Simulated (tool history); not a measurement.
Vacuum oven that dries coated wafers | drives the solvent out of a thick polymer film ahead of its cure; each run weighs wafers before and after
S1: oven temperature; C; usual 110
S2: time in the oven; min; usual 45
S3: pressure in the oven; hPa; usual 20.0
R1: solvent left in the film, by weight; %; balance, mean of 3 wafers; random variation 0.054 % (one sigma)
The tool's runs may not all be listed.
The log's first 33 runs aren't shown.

{"day": 43.608, "done": "oven's thermocouples calibrated, once more"}
{"run": 34, "day": 44.354, "S1": 109, "S2": 37, "S3": 63.4, "R1": 6.67}
{"run": 35, "day": 45.454, "S1": 109, "S2": 37, "S3": 63.4, "R1": 6.7}
{"run": 36, "day": 46.917, "S1": 106, "S2": 31, "S3": 63.4, "R1": 8.75}
{"run": 37, "day": 48.467, "S1": 116, "S2": 39, "S3": 11.3, "R1": 1.39}
{"run": 38, "day": 49.45, "S1": 112, "S2": 53, "S3": 64.5, "R1": 5.15}
{"run": 39, "day": 50.292, "S1": 123, "S2": 43, "S3": 15.7, "R1": 0.99}
{"run": 40, "day": 51.762, "S1": 99, "S2": 41, "S3": 15.7, "R1": 6.85}
{"run": 41, "day": 53.733, "S1": 110, "S2": 36, "S3": 45.9, "R1": 5.22}
{"run": 42, "day": 55.412, "S1": 110, "S2": 36, "S3": 45.9, "R1": 5.51}
{"run": 43, "day": 56.879, "S1": 110, "S2": 36, "S3": 45.9, "R1": 5.28}
{"run": 44, "day": 58.304, "S1": 110, "S2": 31, "S3": 42.0, "R1": 5.73}
{"run": 45, "day": 59.992, "S1": 110, "S2": 31, "S3": 42.0, "R1": 5.78}
{"run": 46, "day": 61.817, "S1": 96, "S2": 24, "S3": 15.2, "R1": 11.67}

Forecast each of these 3 alternatives for the next run:
{"run": "A", "day": 63.392, "S1": 96, "S2": 31, "S3": 15.2, "R1": "?"}
{"run": "B", "day": 63.392, "S1": 110, "S2": 24, "S3": 15.2, "R1": "?"}
{"run": "C", "day": 63.392, "S1": 105, "S2": 35, "S3": 12.3, "R1": "?"}

run=A R1=10.20
run=B R1=5.23
run=C R1=4.88
Without the tool's hidden state the same runs would have given:
run=A R1=9.08
run=B R1=4.31
run=C R1=3.90
